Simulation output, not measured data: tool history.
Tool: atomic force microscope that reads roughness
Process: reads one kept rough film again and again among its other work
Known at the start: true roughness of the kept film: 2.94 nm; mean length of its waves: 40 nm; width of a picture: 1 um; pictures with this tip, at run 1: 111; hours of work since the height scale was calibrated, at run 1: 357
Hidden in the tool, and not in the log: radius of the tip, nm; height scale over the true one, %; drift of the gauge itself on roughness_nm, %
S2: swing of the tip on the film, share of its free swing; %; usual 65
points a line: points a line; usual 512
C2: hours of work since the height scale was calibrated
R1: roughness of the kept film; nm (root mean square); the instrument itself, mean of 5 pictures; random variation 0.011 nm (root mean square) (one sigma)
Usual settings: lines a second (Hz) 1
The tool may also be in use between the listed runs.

Run 1, hour 0: usual settings; pictures with this tip 111; C2 357. Result: R1 2.528 nm (root mean square).
At hour 18.1: new tip fitted.
Run 2, hour 18.9: usual settings but points a line 280; pictures with this tip 1; C2 369. Result: R1 2.634 nm (root mean square).
Run 3, hour 51.6: usual settings but S2 73 %; pictures with this tip 73; C2 390. Result: R1 2.506 nm (root mean square).
Run 4, hour 78.9: usual settings but S2 73 %; pictures with this tip 132; C2 408. Result: R1 2.437 nm (root mean square).
At hour 85.8: new tip fitted.
Run 5, hour 107.5: usual settings but S2 73 %; pictures with this tip 47; C2 426. Result: R1 2.589 nm (root mean square).
Run 6, hour 126: usual settings but S2 73 %; pictures with this tip 88; C2 438. Result: R1 2.527 nm (root mean square).
Run 7, hour 141.9: usual settings but S2 67 %; pictures with this tip 122; C2 449. Result: R1 2.462 nm (root mean square).
At hour 154.6: new tip fitted.
Run 8, hour 165.1: usual settings but lines a second (Hz) 0.63, S2 67 %; pictures with this tip 23; C2 463. Result: R1 2.657 nm (root mean square).
Run 9, hour 192: usual settings but points a line 471; pictures with this tip 81; C2 481. Result: R1 2.542 nm (root mean square).
At hour 221.9: new tip fitted.
Run 10, hour 223.5: usual settings but points a line 471; pictures with this tip 4; C2 501. Result: R1 2.661 nm (root mean square).
Run 11, hour 251.5: usual settings; pictures with this tip 65; C2 519. Result: R1 2.586 nm (root mean square).
Run 12, hour 277.9: usual settings; pictures with this tip 122; C2 537. Result: R1 2.496 nm (root mean square).
At hour 288.8: new tip fitted.
Run 13, hour 307.6: usual settings; pictures with this tip 41; C2 556. Result: R1 2.603 nm (root mean square).
Run 14, hour 340.2: usual settings; pictures with this tip 112; C2 577. Result: R1 2.492 nm (root mean square).
At hour 355.7: new tip fitted.
Run 15, hour 358.4: usual settings; pictures with this tip 6; C2 589. Result: R1 2.656 nm (root mean square).
Run 16, hour 374.7: usual settings; pictures with this tip 41; C2 599. Result: R1 2.592 nm (root mean square).
Run 17, hour 391.2: usual settings; pictures with this tip 77; C2 610. Result: R1 2.57 nm (root mean square).
Run 18, hour 417.7: usual settings but S2 90 %; pictures with this tip 135; C2 627. Result: R1 2.366 nm (root mean square).
At hour 423.5: new tip fitted.
Run 19, hour 451.8: usual settings; pictures with this tip 62; C2 649. Result: R1 2.547 nm (root mean square).
Run 20, hour 471.2: usual settings; pictures with this tip 104; C2 662. Result: R1 2.506 nm (root mean square).
At hour 491.3: new tip fitted.
Run 21, hour 504.9: usual settings but S2 59 %; pictures with this tip 30; C2 684. Result: R1 2.621 nm (root mean square).
Run 22, hour 540.7: usual settings; pictures with this tip 107; C2 707. Result: R1 2.511 nm (root mean square).
Run 23, hour 555.6: usual settings but points a line 269; pictures with this tip 140; C2 717. Result: R1 2.436 nm (root mean square).
At hour 559: new tip fitted.
Run 24, hour 578.2: usual settings; pictures with this tip 42; C2 731. Result: R1 2.609 nm (root mean square).
Run 25, hour 601.5: usual settings; pictures with this tip 93; C2 746. Result: R1 2.529 nm (root mean square).
At hour 628.3: new tip fitted.
Run 26, hour 636.4: usual settings but lines a second (Hz) 1.51; pictures with this tip 18; C2 769. Result: R1 2.599 nm (root mean square).
Run 27, hour 655.6: usual settings but lines a second (Hz) 0.67, S2 58 %, points a line 527; pictures with this tip 60; C2 781. Result: R1 2.601 nm (root mean square).
Run 28, hour 691.4: usual settings but lines a second (Hz) 0.56, S2 70 %, points a line 527; pictures with this tip 138; C2 805. Result: R1 2.509 nm (root mean square).
At hour 696.5: new tip fitted.
Run 29, hour 709.3: usual settings but lines a second (Hz) 1.18, S2 58 %; pictures with this tip 28; C2 816. Result: R1 2.615 nm (root mean square).
Run 30, hour 728.2: usual settings but lines a second (Hz) 1.18, S2 58 %; pictures with this tip 69; C2 828. Result: R1 2.555 nm (root mean square).
Run 31, hour 750: usual settings but lines a second (Hz) 1.18, S2 58 %; pictures with this tip 116; C2 842. Result: R1 2.526 nm (root mean square).
At hour 765.8: new tip fitted.
Run 32, hour 768.1: usual settings but lines a second (Hz) 1.36, S2 58 %; pictures with this tip 6; C2 854. Result: R1 2.623 nm (root mean square).
Run 33, hour 790.6: usual settings but lines a second (Hz) 1.36, S2 58 %; pictures with this tip 55; C2 869. Result: R1 2.578 nm (root mean square).
Run 34, hour 810.2: usual settings but lines a second (Hz) 0.63, S2 88 %, points a line 746; pictures with this tip 97; C2 881. Result: R1 2.469 nm (root mean square).
At hour 832.9: new tip fitted.
Run 35, hour 835.5: usual settings but lines a second (Hz) 0.63, S2 87 %, points a line 746; pictures with this tip 5; C2 898. Result: R1 2.6 nm (root mean square).
At hour 839.5: height scale calibrated on a step standard.
Run 36, hour 868.4: usual settings but lines a second (Hz) 0.63, S2 87 %, points a line 746; pictures with this tip 75; C2 19. Result: R1 2.49 nm (root mean square).
Run 37, hour 896.5: usual settings but lines a second (Hz) 0.89, S2 58 %, points a line 746; pictures with this tip 136; C2 37. Result: R1 2.488 nm (root mean square).
At hour 901.4: new tip fitted.
At hour 932.2: height scale calibrated on a step standard, once more.
Run 38, hour 933.7: usual settings but lines a second (Hz) 2.89, S2 82 %, points a line 746; pictures with this tip 68; C2 1. Result: R1 2.338 nm (root mean square).
Run 39, hour 949.8: usual settings but lines a second (Hz) 1.36, S2 61 %, points a line 705; pictures with this tip 103; C2 12. Result: R1 2.521 nm (root mean square).
At hour 969.7: new tip fitted.
Run 40, hour 970.3: usual settings but lines a second (Hz) 1.14, S2 61 %, points a line 705; pictures with this tip 2; C2 25. Result: R1 2.662 nm (root mean square).
Run 41, hour 1001.5: usual settings but lines a second (Hz) 0.93, S2 61 %, points a line 788; pictures with this tip 69; C2 45. Result: R1 2.615 nm (root mean square).
Run 42, hour 1035.6: usual settings but S2 56 %; pictures with this tip 144; C2 67. Result: R1 2.517 nm (root mean square).
At hour 1038.1: new tip fitted.
Run 43, hour 1056.9: usual settings but lines a second (Hz) 3.31, S2 77 %, points a line 468; pictures with this tip 41; C2 81. Result: R1 2.361 nm (root mean square).
Run 44, hour 1092.1: usual settings but S2 64 %, points a line 459; pictures with this tip 118; C2 104. Result: R1 2.513 nm (root mean square).
At hour 1105.9: new tip fitted.
Run 45, hour 1123.5: usual settings but points a line 581; pictures with this tip 38; C2 124. Result: R1 2.636 nm (root mean square).
Run 46, hour 1155.3: usual settings but S2 79 %; pictures with this tip 107; C2 145. Result: R1 2.485 nm (root mean square).
At hour 1173.5: new tip fitted.
Run 47, hour 1173.5: usual settings but S2 86 %; pictures with this tip 0; C2 156. Result: R1 2.577 nm (root mean square).
Run 48, hour 1205.7: usual settings but lines a second (Hz) 0.64, points a line 862; pictures with this tip 70; C2 177. Result: R1 2.6 nm (root mean square).
Run 49, hour 1228.3: usual settings but lines a second (Hz) 0.64, S2 63 %, points a line 862; pictures with this tip 119; C2 192. Result: R1 2.553 nm (root mean square).

The next listed run, before its measurement:
At hour 1241.2: new tip fitted.
Run 50, hour 1250.1: usual settings but lines a second (Hz) 0.55, S2 64 %, points a line 402; pictures with this tip 20; C2 206. Result: R1 ?.

Run 50 gave R1 2.675 nm (root mean square).
Without the tool's hidden state the same run would have given R1 2.708 nm (root mean square).
